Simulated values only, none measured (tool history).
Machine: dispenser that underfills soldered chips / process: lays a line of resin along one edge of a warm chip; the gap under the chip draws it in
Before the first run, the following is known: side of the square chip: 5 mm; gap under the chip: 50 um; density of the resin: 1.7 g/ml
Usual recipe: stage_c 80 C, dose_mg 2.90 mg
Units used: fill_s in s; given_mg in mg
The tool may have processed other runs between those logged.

{"run": 1, "hour": 0.0, "stage_c": 80, "dose_mg": 2.9, "fill_s": 27.2, "given_mg": 2.788}
{"run": 2, "hour": 6.2, "stage_c": 80, "dose_mg": 3.32, "fill_s": 35.8, "given_mg": 3.188}
{"run": 3, "hour": 11.6, "stage_c": 80, "dose_mg": 3.32, "fill_s": 49.8, "given_mg": 3.183}
{"hour": 16.4, "done": "new syringe of resin"}
{"run": 4, "hour": 18.0, "stage_c": 80, "dose_mg": 3.32, "fill_s": 27.0, "given_mg": 3.189}
{"hour": 22.1, "done": "dispensing valve cleaned and set on the balance"}
{"run": 5, "hour": 22.6, "stage_c": 80, "dose_mg": 3.32, "fill_s": 32.8, "given_mg": 3.329}
{"run": 6, "hour": 27.5, "stage_c": 80, "dose_mg": 3.32, "fill_s": 41.6, "given_mg": 3.316}
{"run": 7, "hour": 34.1, "stage_c": 80, "dose_mg": 3.32, "fill_s": 62.7, "given_mg": 3.318}
{"hour": 34.9, "done": "new syringe of resin"}
{"run": 8, "hour": 37.6, "stage_c": 80, "dose_mg": 3.46, "fill_s": 28.0, "given_mg": 3.448}
{"run": 9, "hour": 40.8, "stage_c": 80, "dose_mg": 2.9, "fill_s": 35.5, "given_mg": 2.887}
{"run": 10, "hour": 43.9, "stage_c": 80, "dose_mg": 2.9, "fill_s": 41.1, "given_mg": 2.882}
{"run": 11, "hour": 47.6, "stage_c": 80, "dose_mg": 2.9, "fill_s": 51.9, "given_mg": 2.884}
{"run": 12, "hour": 51.2, "stage_c": 80, "dose_mg": 2.9, "fill_s": 63.1, "given_mg": 2.881}
{"hour": 52.7, "done": "new syringe of resin"}
{"run": 13, "hour": 55.2, "stage_c": 80, "dose_mg": 2.9, "fill_s": 28.7, "given_mg": 2.869}
{"run": 14, "hour": 61.3, "stage_c": 74, "dose_mg": 2.9, "fill_s": 54.3, "given_mg": 2.869}
{"run": 15, "hour": 64.4, "stage_c": 80, "dose_mg": 2.9, "fill_s": 48.5, "given_mg": 2.875}
{"run": 16, "hour": 68.0, "stage_c": 80, "dose_mg": 2.82, "fill_s": 58.9, "given_mg": 2.782}
{"hour": 70.3, "done": "new syringe of resin"}
{"run": 17, "hour": 72.1, "stage_c": 80, "dose_mg": 2.9, "fill_s": 26.7, "given_mg": 2.861}
{"run": 18, "hour": 74.8, "stage_c": 80, "dose_mg": 2.9, "fill_s": 31.8, "given_mg": 2.863}
{"run": 19, "hour": 79.4, "stage_c": 80, "dose_mg": 2.9, "fill_s": 42.1, "given_mg": 2.854}
{"run": 20, "hour": 82.1, "stage_c": 72, "dose_mg": 2.83, "fill_s": 74.1, "given_mg": 2.787}

The next listed run, before its measurement:
{"run": 21, "hour": 86.3, "stage_c": 72, "dose_mg": 3.71, "fill_s": "?", "given_mg": "?"}

fill_s: 89.6 s
given_mg: 3.633 mg
Were there no unlogged condition in the tool, this run, its random variation unchanged, would have produced fill_s 38.8 s, given_mg 3.697 mg.

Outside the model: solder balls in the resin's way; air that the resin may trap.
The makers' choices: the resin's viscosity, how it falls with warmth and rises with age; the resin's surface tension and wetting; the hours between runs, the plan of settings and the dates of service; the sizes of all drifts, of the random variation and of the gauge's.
